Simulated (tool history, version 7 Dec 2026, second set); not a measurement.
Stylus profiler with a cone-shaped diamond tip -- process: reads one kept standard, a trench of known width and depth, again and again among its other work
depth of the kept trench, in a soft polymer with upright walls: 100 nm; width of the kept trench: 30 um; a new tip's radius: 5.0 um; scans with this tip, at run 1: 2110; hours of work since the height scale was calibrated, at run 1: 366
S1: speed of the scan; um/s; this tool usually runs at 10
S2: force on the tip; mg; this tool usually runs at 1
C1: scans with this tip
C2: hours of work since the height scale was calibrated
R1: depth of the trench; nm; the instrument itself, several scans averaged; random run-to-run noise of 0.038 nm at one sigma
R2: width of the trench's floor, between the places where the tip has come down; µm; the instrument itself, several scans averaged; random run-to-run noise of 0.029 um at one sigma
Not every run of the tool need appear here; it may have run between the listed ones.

run   hour  S1    S2    C1   C2      R1     R2
  1      0  10     1  2110  366   100.4  27.94
  2   47.2  10     1  2220  385   100.4  27.95
  3   94.2   6     1  2330  404   100.4  28.03
  4  124.1  12     1  2400  416  100.37  27.99
  5  150.4  12     1  2461  427  100.42  27.92
  6  179.9   5     1  2530  439   100.4  27.98
  7  204.7   5     1  2589  449   100.4  27.93
  8  246.5  12  2.39  2686  466  100.71  27.96
  9  269.4  15  2.39  2740  475  100.77  27.97
 10  308.9   6  1.78  2832  491  100.58  27.99

Branching from run 10: 4 alternative next runs. What would each branch give?
  A  352.5  16  0.43  2934  509   ?   ?
  B  352.5  30  1.78  2934  509   ?   ?
  C  352.5  34  0.43  2934  509   ?   ?
  D  352.5  14   2.1  2934  509   ?   ?

run      R1     R2
  A  100.23  27.89
  B  100.58  27.92
  C  100.24  27.68
  D  100.62  27.92
Without the tool's hidden state the same runs would have given:
run      R1     R2
  A  100.24  27.89
  B  100.59  27.92
  C  100.25  27.68
  D  100.62  27.93

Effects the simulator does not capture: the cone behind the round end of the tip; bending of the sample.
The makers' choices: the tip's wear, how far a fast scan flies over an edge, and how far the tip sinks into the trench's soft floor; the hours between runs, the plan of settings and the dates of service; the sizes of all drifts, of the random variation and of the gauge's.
